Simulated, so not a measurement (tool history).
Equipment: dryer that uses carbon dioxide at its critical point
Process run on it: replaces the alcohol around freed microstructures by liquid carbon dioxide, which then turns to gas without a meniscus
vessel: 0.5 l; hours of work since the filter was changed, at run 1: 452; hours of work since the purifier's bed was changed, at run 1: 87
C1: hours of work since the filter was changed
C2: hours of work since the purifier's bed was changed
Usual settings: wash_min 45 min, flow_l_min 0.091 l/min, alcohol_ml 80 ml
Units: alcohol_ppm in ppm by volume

{"run": 1, "day": 0.0, "wash_min": 45, "flow_l_min": 0.091, "alcohol_ml": 80, "C1": 452, "C2": 87, "alcohol_ppm": 108}
{"run": 2, "day": 0.588, "wash_min": 45, "flow_l_min": 0.091, "alcohol_ml": 80, "C1": 461, "C2": 96, "alcohol_ppm": 112}
{"run": 3, "day": 1.183, "wash_min": 45, "flow_l_min": 0.091, "alcohol_ml": 80, "C1": 469, "C2": 104, "alcohol_ppm": 109}
{"run": 4, "day": 1.779, "wash_min": 45, "flow_l_min": 0.091, "alcohol_ml": 80, "C1": 478, "C2": 113, "alcohol_ppm": 105}
{"run": 5, "day": 2.429, "wash_min": 57, "flow_l_min": 0.091, "alcohol_ml": 80, "C1": 488, "C2": 122, "alcohol_ppm": 39}
{"run": 6, "day": 3.058, "wash_min": 57, "flow_l_min": 0.091, "alcohol_ml": 80, "C1": 497, "C2": 131, "alcohol_ppm": 38}
{"run": 7, "day": 3.65, "wash_min": 45, "flow_l_min": 0.091, "alcohol_ml": 80, "C1": 505, "C2": 140, "alcohol_ppm": 117}
{"run": 8, "day": 4.112, "wash_min": 45, "flow_l_min": 0.091, "alcohol_ml": 80, "C1": 512, "C2": 147, "alcohol_ppm": 117}
{"run": 9, "day": 4.921, "wash_min": 45, "flow_l_min": 0.091, "alcohol_ml": 80, "C1": 524, "C2": 158, "alcohol_ppm": 117}
{"run": 10, "day": 5.667, "wash_min": 41, "flow_l_min": 0.0755, "alcohol_ml": 42, "C1": 534, "C2": 169, "alcohol_ppm": 350}
{"run": 11, "day": 6.429, "wash_min": 46, "flow_l_min": 0.1266, "alcohol_ml": 43, "C1": 545, "C2": 180, "alcohol_ppm": 33}
{"run": 12, "day": 6.883, "wash_min": 36, "flow_l_min": 0.1491, "alcohol_ml": 20, "C1": 552, "C2": 187, "alcohol_ppm": 25}
{"day": 6.983, "done": "inlet filter changed"}
{"run": 13, "day": 7.362, "wash_min": 36, "flow_l_min": 0.1491, "alcohol_ml": 20, "C1": 6, "C2": 193, "alcohol_ppm": 39}
{"run": 14, "day": 7.946, "wash_min": 36, "flow_l_min": 0.1491, "alcohol_ml": 20, "C1": 14, "C2": 202, "alcohol_ppm": 35}
{"run": 15, "day": 8.65, "wash_min": 36, "flow_l_min": 0.1491, "alcohol_ml": 20, "C1": 24, "C2": 212, "alcohol_ppm": 33}
{"run": 16, "day": 9.496, "wash_min": 36, "flow_l_min": 0.1491, "alcohol_ml": 20, "C1": 36, "C2": 224, "alcohol_ppm": 34}

Each row is a separate what-if for the run after 16, all from the same tool condition, not one after another. Results?
{"run": "A", "day": 10.083, "wash_min": 36, "flow_l_min": 0.0777, "alcohol_ml": 44, "C1": 45, "C2": 233, "alcohol_ppm": "?"}
{"run": "B", "day": 10.083, "wash_min": 31, "flow_l_min": 0.0785, "alcohol_ml": 22, "C1": 45, "C2": 233, "alcohol_ppm": "?"}
{"run": "C", "day": 10.083, "wash_min": 37, "flow_l_min": 0.091, "alcohol_ml": 59, "C1": 45, "C2": 233, "alcohol_ppm": "?"}
{"run": "D", "day": 10.083, "wash_min": 45, "flow_l_min": 0.082, "alcohol_ml": 91, "C1": 45, "C2": 233, "alcohol_ppm": "?"}
{"run": "E", "day": 10.083, "wash_min": 45, "flow_l_min": 0.091, "alcohol_ml": 31, "C1": 45, "C2": 233, "alcohol_ppm": "?"}

run=A alcohol_ppm=453
run=B alcohol_ppm=459
run=C alcohol_ppm=211
run=D alcohol_ppm=193
run=E alcohol_ppm=61
Stripped of hidden state, with their random variation kept, the same runs would have yielded:
run=A alcohol_ppm=404
run=B alcohol_ppm=413
run=C alcohol_ppm=171
run=D alcohol_ppm=153
run=E alcohol_ppm=28
